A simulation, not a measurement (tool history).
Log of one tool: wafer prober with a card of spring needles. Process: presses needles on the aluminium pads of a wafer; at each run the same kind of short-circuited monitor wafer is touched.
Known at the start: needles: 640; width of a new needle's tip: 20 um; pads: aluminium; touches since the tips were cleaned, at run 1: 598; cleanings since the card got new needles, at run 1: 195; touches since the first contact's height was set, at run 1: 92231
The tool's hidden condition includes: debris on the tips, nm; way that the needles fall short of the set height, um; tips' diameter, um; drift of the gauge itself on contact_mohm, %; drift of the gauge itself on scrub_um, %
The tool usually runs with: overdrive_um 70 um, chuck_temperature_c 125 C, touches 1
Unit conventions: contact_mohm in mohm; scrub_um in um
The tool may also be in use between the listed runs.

run,hour,overdrive_um,chuck_temperature_c,touches,touches since the tips were cleaned,cleanings since the card got new needles,touches since the first contact's height was set,contact_mohm,scrub_um
1,0.0,70,125,1,598,195,92231,315,14.75
# hour 3.3: tips cleaned on abrasive film
# hour 7.7: tips cleaned on abrasive film
# hour 12.0: tips cleaned on abrasive film
# hour 16.4: tips cleaned on abrasive film
2,18.4,70,125,1,885,199,100164,316,14.63
# hour 21.7: tips cleaned on abrasive film
# hour 26.1: tips cleaned on abrasive film
# hour 30.5: tips cleaned on abrasive film
3,33.9,68,125,1,1517,202,106850,323,14.15
# hour 35.1: tips cleaned on abrasive film
# hour 39.5: tips cleaned on abrasive film
# hour 44.9: tips cleaned on abrasive film
# hour 49.3: tips cleaned on abrasive film
# hour 53.6: tips cleaned on abrasive film
4,56.5,70,42,1,1268,207,116577,299,14.46
# hour 58.8: tips cleaned on abrasive film
# hour 63.1: tips cleaned on abrasive film
# hour 68.6: tips cleaned on abrasive film
# hour 74.0: tips cleaned on abrasive film
# hour 78.4: tips cleaned on abrasive film
5,82.5,70,42,1,1831,212,127806,301,14.27
# hour 83.7: tips cleaned on abrasive film
# hour 88.1: tips cleaned on abrasive film
# hour 93.5: tips cleaned on abrasive film
# hour 98.9: tips cleaned on abrasive film
# hour 104.4: tips cleaned on abrasive film
# hour 108.7: tips cleaned on abrasive film
6,111.2,58,42,1,1059,218,140143,303,11.46
# hour 113.4: tips cleaned on abrasive film
# hour 125.4: card fitted with new needles
# hour 129.8: tips cleaned on abrasive film
# hour 134.1: tips cleaned on abrasive film
# hour 139.6: tips cleaned on abrasive film
7,140.0,58,42,1,208,3,6316,284,12.87
# hour 144.4: tips cleaned on abrasive film
# hour 148.8: tips cleaned on abrasive film
# hour 154.2: tips cleaned on abrasive film
8,154.6,58,42,1,158,6,12583,284,12.79
# hour 158.9: tips cleaned on abrasive film
# hour 164.4: tips cleaned on abrasive film
# hour 169.8: tips cleaned on abrasive film
# hour 175.3: tips cleaned on abrasive film
9,179.1,78,125,1,1671,10,23181,307,17.05
# hour 180.2: tips cleaned on abrasive film
# hour 184.6: tips cleaned on abrasive film
# hour 190.0: tips cleaned on abrasive film
# hour 194.6: tips cleaned on abrasive film
10,194.6,78,125,1,0,14,29860,303,17.00
# hour 200.1: tips cleaned on abrasive film
# hour 205.5: tips cleaned on abrasive film
# hour 209.9: tips cleaned on abrasive film
# hour 215.3: tips cleaned on abrasive film
11,217.5,78,125,1,954,18,39739,304,16.94
# hour 219.8: tips cleaned on abrasive film
# hour 224.1: tips cleaned on abrasive film
# hour 229.6: tips cleaned on abrasive film
# hour 235.0: tips cleaned on abrasive film
# hour 240.4: tips cleaned on abrasive film
# hour 245.9: tips cleaned on abrasive film
12,246.5,78,125,1,272,24,52250,303,16.90
# hour 250.9: tips cleaned on abrasive film
# hour 255.2: tips cleaned on abrasive film
# hour 260.7: tips cleaned on abrasive film
# hour 265.0: tips cleaned on abrasive film
13,265.9,53,35,1,370,28,60608,287,11.13
# hour 270.3: tips cleaned on abrasive film
# hour 274.6: tips cleaned on abrasive film
# hour 280.1: tips cleaned on abrasive film
14,280.1,85,45,1,10,31,66726,279,18.18
# hour 285.5: tips cleaned on abrasive film
# hour 290.9: tips cleaned on abrasive film
15,295.1,58,41,1,1850,33,73249,301,12.19
# hour 296.3: tips cleaned on abrasive film
# hour 301.7: tips cleaned on abrasive film
# hour 307.2: tips cleaned on abrasive film
# hour 311.5: tips cleaned on abrasive film
# hour 315.9: tips cleaned on abrasive film
# hour 321.3: tips cleaned on abrasive film
16,323.2,66,50,2,801,39,85328,287,13.78
# hour 326.5: tips cleaned on abrasive film
# hour 331.9: tips cleaned on abrasive film
# hour 337.0: tips cleaned on abrasive film
17,337.0,80,50,1,0,42,91302,280,16.79
# hour 341.4: tips cleaned on abrasive film
# hour 346.8: tips cleaned on abrasive film
# hour 352.3: tips cleaned on abrasive film
# hour 356.6: tips cleaned on abrasive film
18,358.9,75,50,2,978,46,100739,286,15.65
# hour 361.1: tips cleaned on abrasive film
# hour 365.5: tips cleaned on abrasive film
# hour 369.8: tips cleaned on abrasive film
# hour 375.3: tips cleaned on abrasive film
# hour 380.7: tips cleaned on abrasive film
# hour 386.1: tips cleaned on abrasive film
19,389.7,75,120,3,1572,52,114054,306,15.50
# hour 390.9: tips cleaned on abrasive film
# hour 396.3: tips cleaned on abrasive film
# hour 401.8: tips cleaned on abrasive film
# hour 407.2: tips cleaned on abrasive film
# hour 411.6: tips cleaned on abrasive film
# hour 415.9: tips cleaned on abrasive film
20,418.8,88,37,2,1243,58,126576,279,18.22

Run 21 comes next. What will it give?
# hour 421.0: tips cleaned on abrasive film
# hour 425.4: tips cleaned on abrasive film
# hour 429.7: tips cleaned on abrasive film
# hour 435.2: tips cleaned on abrasive film
# hour 440.6: tips cleaned on abrasive film
# hour 446.1: tips cleaned on abrasive film
21,448.1,88,37,2,913,64,139237,?,?

contact_mohm: 278 mohm
scrub_um: 18.03 um
Were there no unlogged condition in the tool, this run, its random variation unchanged, would have produced contact_mohm 274 mohm, scrub_um 19.38 um.
